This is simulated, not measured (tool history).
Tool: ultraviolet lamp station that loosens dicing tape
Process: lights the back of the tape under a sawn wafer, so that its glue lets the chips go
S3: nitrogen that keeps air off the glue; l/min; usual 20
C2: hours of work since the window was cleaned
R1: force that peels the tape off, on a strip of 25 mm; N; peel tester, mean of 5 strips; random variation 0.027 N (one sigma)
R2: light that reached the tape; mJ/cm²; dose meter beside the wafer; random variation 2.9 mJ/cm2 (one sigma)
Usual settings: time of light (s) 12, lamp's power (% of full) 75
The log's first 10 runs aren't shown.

run 11 hour=604.9 | time_of_light_(s)=10 lamp's_power_(%_of_full)=75 S3=20 | hours_of_work_of_the_lamp=502 C2=320 | R1=2.404 R2=281
run 12 hour=650.1 | time_of_light_(s)=10 lamp's_power_(%_of_full)=75 S3=20 | hours_of_work_of_the_lamp=523 C2=340 | R1=2.419 R2=281
run 13 hour=690 | time_of_light_(s)=12 lamp's_power_(%_of_full)=75 S3=28 | hours_of_work_of_the_lamp=541 C2=358 | R1=1.614 R2=330
run 14 hour=729.1 | time_of_light_(s)=12 lamp's_power_(%_of_full)=75 S3=28 | hours_of_work_of_the_lamp=558 C2=376 | R1=1.595 R2=331
run 15 hour=809.8 | time_of_light_(s)=12 lamp's_power_(%_of_full)=75 S3=28 | hours_of_work_of_the_lamp=595 C2=413 | R1=1.656 R2=326
run 16 hour=891.8 | time_of_light_(s)=12 lamp's_power_(%_of_full)=75 S3=20 | hours_of_work_of_the_lamp=632 C2=450 | R1=2.035 R2=321
run 17 hour=963.3 | time_of_light_(s)=12 lamp's_power_(%_of_full)=75 S3=20 | hours_of_work_of_the_lamp=664 C2=482 | R1=2.06 R2=316
run 18 hour=1003.3 | time_of_light_(s)=12 lamp's_power_(%_of_full)=75 S3=20 | hours_of_work_of_the_lamp=682 C2=500 | R1=2.049 R2=314
run 19 hour=1071.6 | time_of_light_(s)=12 lamp's_power_(%_of_full)=76 S3=20 | hours_of_work_of_the_lamp=713 C2=531 | R1=2.053 R2=314
run 20 hour=1109.3 | time_of_light_(s)=12 lamp's_power_(%_of_full)=76 S3=20 | hours_of_work_of_the_lamp=730 C2=548 | R1=2.107 R2=308
run 21 hour=1144 | time_of_light_(s)=12 lamp's_power_(%_of_full)=76 S3=20 | hours_of_work_of_the_lamp=746 C2=564 | R1=2.101 R2=308
run 22 hour=1213.5 | time_of_light_(s)=12 lamp's_power_(%_of_full)=76 S3=32 | hours_of_work_of_the_lamp=777 C2=595 | R1=1.757 R2=306
run 23 hour=1256.2 | time_of_light_(s)=12 lamp's_power_(%_of_full)=88 S3=33 | hours_of_work_of_the_lamp=797 C2=614 | R1=1.394 R2=349
run 24 hour=1294.6 | time_of_light_(s)=12 lamp's_power_(%_of_full)=75 S3=6 | hours_of_work_of_the_lamp=814 C2=632 | R1=3.671 R2=297
run 25 hour=1342.4 | time_of_light_(s)=17 lamp's_power_(%_of_full)=61 S3=18 | hours_of_work_of_the_lamp=835 C2=653 | R1=1.986 R2=341
-- hour=1374 window cleaned of glue's vapour
run 26 hour=1378.1 | time_of_light_(s)=17 lamp's_power_(%_of_full)=61 S3=18 | hours_of_work_of_the_lamp=851 C2=2 | R1=1.835 R2=353
run 27 hour=1416.6 | time_of_light_(s)=17 lamp's_power_(%_of_full)=61 S3=18 | hours_of_work_of_the_lamp=869 C2=19 | R1=1.864 R2=355
run 28 hour=1472.8 | time_of_light_(s)=21 lamp's_power_(%_of_full)=67 S3=32 | hours_of_work_of_the_lamp=894 C2=45 | R1=0.767 R2=476
run 29 hour=1514.8 | time_of_light_(s)=12 lamp's_power_(%_of_full)=68 S3=12 | hours_of_work_of_the_lamp=913 C2=64 | R1=3.118 R2=271

Run 30 comes next. What will it give?
run 30 hour=1595.5 | time_of_light_(s)=11 lamp's_power_(%_of_full)=68 S3=19 | hours_of_work_of_the_lamp=950 C2=100 | R1=? R2=?

{"run 30": {"R1": 2.885, "R2": 247}}
Without the tool's hidden state the same run would have given R1 1.873 N, R2 340 mJ/cm².
